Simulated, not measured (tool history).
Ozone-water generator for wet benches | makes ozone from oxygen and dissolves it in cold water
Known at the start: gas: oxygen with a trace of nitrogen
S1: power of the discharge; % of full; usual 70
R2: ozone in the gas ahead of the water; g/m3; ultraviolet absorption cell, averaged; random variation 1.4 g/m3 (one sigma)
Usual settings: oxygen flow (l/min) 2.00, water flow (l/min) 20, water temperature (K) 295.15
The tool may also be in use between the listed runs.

{"run": 1, "hour": 0.0, "S1": 70, "oxygen flow (l/min)": 2.0, "water flow (l/min)": 20, "water temperature (K)": 295.15, "dissolved ozone (ppm)": 12.0, "R2": 185.5}
{"run": 2, "hour": 96.4, "S1": 70, "oxygen flow (l/min)": 2.0, "water flow (l/min)": 29, "water temperature (K)": 295.15, "dissolved ozone (ppm)": 8.3, "R2": 184.0}
{"run": 3, "hour": 260.1, "S1": 70, "oxygen flow (l/min)": 2.0, "water flow (l/min)": 20, "water temperature (K)": 295.15, "dissolved ozone (ppm)": 11.3, "R2": 183.0}
{"run": 4, "hour": 359.6, "S1": 70, "oxygen flow (l/min)": 2.0, "water flow (l/min)": 20, "water temperature (K)": 295.15, "dissolved ozone (ppm)": 11.2, "R2": 183.2}
{"hour": 412.0, "done": "electrodes of the discharge changed"}
{"run": 5, "hour": 448.5, "S1": 70, "oxygen flow (l/min)": 2.0, "water flow (l/min)": 20, "water temperature (K)": 295.15, "dissolved ozone (ppm)": 16.0, "R2": 254.2}
{"run": 6, "hour": 545.1, "S1": 70, "oxygen flow (l/min)": 2.0, "water flow (l/min)": 20, "water temperature (K)": 295.15, "dissolved ozone (ppm)": 15.8, "R2": 254.5}
{"run": 7, "hour": 655.6, "S1": 70, "oxygen flow (l/min)": 2.68, "water flow (l/min)": 20, "water temperature (K)": 295.15, "dissolved ozone (ppm)": 16.4, "R2": 212.2}
{"run": 8, "hour": 816.0, "S1": 70, "oxygen flow (l/min)": 2.68, "water flow (l/min)": 20, "water temperature (K)": 295.15, "dissolved ozone (ppm)": 16.4, "R2": 210.9}
{"run": 9, "hour": 972.4, "S1": 70, "oxygen flow (l/min)": 2.68, "water flow (l/min)": 20, "water temperature (K)": 295.15, "dissolved ozone (ppm)": 16.3, "R2": 209.1}
{"run": 10, "hour": 1067.0, "S1": 70, "oxygen flow (l/min)": 2.68, "water flow (l/min)": 20, "water temperature (K)": 295.15, "dissolved ozone (ppm)": 16.2, "R2": 208.8}
{"run": 11, "hour": 1244.1, "S1": 70, "oxygen flow (l/min)": 2.68, "water flow (l/min)": 20, "water temperature (K)": 295.15, "dissolved ozone (ppm)": 16.1, "R2": 208.1}
{"run": 12, "hour": 1395.8, "S1": 70, "oxygen flow (l/min)": 2.68, "water flow (l/min)": 20, "water temperature (K)": 295.15, "dissolved ozone (ppm)": 15.5, "R2": 206.8}
{"hour": 1445.3, "done": "contactor cleaned"}
{"run": 13, "hour": 1549.8, "S1": 67, "oxygen flow (l/min)": 1.09, "water flow (l/min)": 28, "water temperature (K)": 295.15, "dissolved ozone (ppm)": 9.7, "R2": 344.4}
{"run": 14, "hour": 1684.2, "S1": 67, "oxygen flow (l/min)": 1.68, "water flow (l/min)": 28, "water temperature (K)": 295.15, "dissolved ozone (ppm)": 10.4, "R2": 262.3}
{"run": 15, "hour": 1858.3, "S1": 70, "oxygen flow (l/min)": 2.0, "water flow (l/min)": 20, "water temperature (K)": 291.15, "dissolved ozone (ppm)": 15.5, "R2": 242.6}
{"run": 16, "hour": 2045.9, "S1": 70, "oxygen flow (l/min)": 2.0, "water flow (l/min)": 20, "water temperature (K)": 291.15, "dissolved ozone (ppm)": 15.5, "R2": 237.6}
{"run": 17, "hour": 2232.1, "S1": 70, "oxygen flow (l/min)": 2.0, "water flow (l/min)": 17, "water temperature (K)": 291.15, "dissolved ozone (ppm)": 17.9, "R2": 236.8}
{"run": 18, "hour": 2344.3, "S1": 89, "oxygen flow (l/min)": 2.0, "water flow (l/min)": 16, "water temperature (K)": 288.15, "dissolved ozone (ppm)": 21.6, "R2": 266.0}
{"run": 19, "hour": 2469.9, "S1": 89, "oxygen flow (l/min)": 2.0, "water flow (l/min)": 16, "water temperature (K)": 288.15, "dissolved ozone (ppm)": 21.7, "R2": 261.8}
{"run": 20, "hour": 2589.2, "S1": 89, "oxygen flow (l/min)": 3.3, "water flow (l/min)": 22, "water temperature (K)": 293.15, "dissolved ozone (ppm)": 16.4, "R2": 194.6}
{"run": 21, "hour": 2751.9, "S1": 79, "oxygen flow (l/min)": 3.54, "water flow (l/min)": 17, "water temperature (K)": 299.15, "dissolved ozone (ppm)": 17.2, "R2": 177.1}
{"run": 22, "hour": 2877.1, "S1": 79, "oxygen flow (l/min)": 2.15, "water flow (l/min)": 21, "water temperature (K)": 299.15, "dissolved ozone (ppm)": 14.3, "R2": 236.5}
{"hour": 2921.4, "done": "water thermometer calibrated"}
{"run": 23, "hour": 2998.4, "S1": 100, "oxygen flow (l/min)": 2.15, "water flow (l/min)": 21, "water temperature (K)": 299.15, "dissolved ozone (ppm)": 16.0, "R2": 261.0}

Forecast each of these 3 alternatives for the next run:
{"run": "A", "hour": 3160.7, "S1": 100, "oxygen flow (l/min)": 2.15, "water flow (l/min)": 16, "water temperature (K)": 299.15, "dissolved ozone (ppm)": "?", "R2": "?"}
{"run": "B", "hour": 3160.7, "S1": 62, "oxygen flow (l/min)": 2.15, "water flow (l/min)": 21, "water temperature (K)": 294.15, "dissolved ozone (ppm)": "?", "R2": "?"}
{"run": "C", "hour": 3160.7, "S1": 100, "oxygen flow (l/min)": 1.48, "water flow (l/min)": 26, "water temperature (K)": 299.15, "dissolved ozone (ppm)": "?", "R2": "?"}

run=A dissolved_ozone_(ppm)=20.0 R2=260.1
run=B dissolved_ozone_(ppm)=13.3 R2=206.9
run=C dissolved_ozone_(ppm)=12.1 R2=326.9
Without the tool's hidden state the same runs would have given:
run=A dissolved_ozone_(ppm)=23.2 R2=299.4
run=B dissolved_ozone_(ppm)=15.0 R2=231.3
run=C dissolved_ozone_(ppm)=14.1 R2=376.4
